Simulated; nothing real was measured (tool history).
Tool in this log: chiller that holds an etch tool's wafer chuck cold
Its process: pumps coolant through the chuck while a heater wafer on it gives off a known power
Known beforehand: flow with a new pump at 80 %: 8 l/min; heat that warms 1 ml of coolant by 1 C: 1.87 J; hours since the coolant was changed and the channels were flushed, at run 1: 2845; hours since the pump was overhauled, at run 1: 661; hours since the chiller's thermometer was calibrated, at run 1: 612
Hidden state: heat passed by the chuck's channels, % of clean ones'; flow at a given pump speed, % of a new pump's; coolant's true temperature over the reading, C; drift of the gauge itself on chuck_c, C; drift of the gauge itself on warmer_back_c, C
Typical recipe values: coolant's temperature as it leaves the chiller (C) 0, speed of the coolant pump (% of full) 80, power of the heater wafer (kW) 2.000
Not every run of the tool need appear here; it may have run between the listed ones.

run   hour  coolant's temperature as it leaves the chiller (C)  speed of the coolant pump (% of full)  power of the heater wafer (kW)  hours since the coolant was changed and the channels were flushed  hours since the pump was overhauled  hours since the chiller's thermometer was calibrated  chuck's temperature once it has settled (C)  how much warmer the coolant comes back (C)
  1    0.0                                                   0                                     80                           2.000                                                               2845                                  661                                                   612                                         17.8                                        8.18
  2   38.0                                                  -4                                     80                           2.000                                                               2883                                  699                                                   650                                         13.6                                        8.13
  3   87.9                                                  -4                                     80                           2.000                                                               2933                                  749                                                   700                                         13.7                                        8.21
  4  115.8                                                   0                                     69                           2.000                                                               2961                                  777                                                   728                                         20.1                                        9.60
  5  145.2                                                   0                                     69                           2.000                                                               2990                                  806                                                   757                                         20.2                                        9.62
  6  169.0                                                  -4                                     75                           1.970                                                               3014                                  830                                                   781                                         14.5                                        8.72
  7  205.3                                                  -4                                     75                           1.401                                                               3050                                  866                                                   817                                          9.1                                        6.18
  8  232.0                                                   4                                     78                           1.401                                                               3077                                  893                                                   844                                         16.7                                        5.83
     287.9  -- coolant changed, channels flushed
  9  287.9                                                   2                                     80                           2.000                                                                  0                                  943                                                   894                                         17.8                                        8.24
 10  328.1                                                   4                                     94                           1.979                                                                 40                                  983                                                   934                                         17.5                                        6.86

What if the next run were any one of these 4? Each begins from the tool's condition after run 10:
  A  362.8                                                   0                                     80                           1.963                                                                 75                                 1018                                                   969                                            ?                                           ?
  B  362.8                                                   4                                     71                           2.544                                                                 75                                 1018                                                   969                                            ?                                           ?
  C  362.8                                                   3                                     99                           2.847                                                                 75                                 1018                                                   969                                            ?                                           ?
  D  362.8                                                   4                                     72                           2.726                                                                 75                                 1018                                                   969                                            ?                                           ?

run  chuck's temperature once it has settled (C)  how much warmer the coolant comes back (C)
  A                                         15.6                                        8.11
  B                                         26.7                                       11.92
  C                                         21.8                                        9.34
  D                                         28.0                                       12.52
With the hidden condition removed and each run's random variation left untouched, the same runs would have given:
run  chuck's temperature once it has settled (C)  how much warmer the coolant comes back (C)
  A                                         15.4                                        7.89
  B                                         26.4                                       11.60
  C                                         21.5                                        9.09
  D                                         27.6                                       12.18
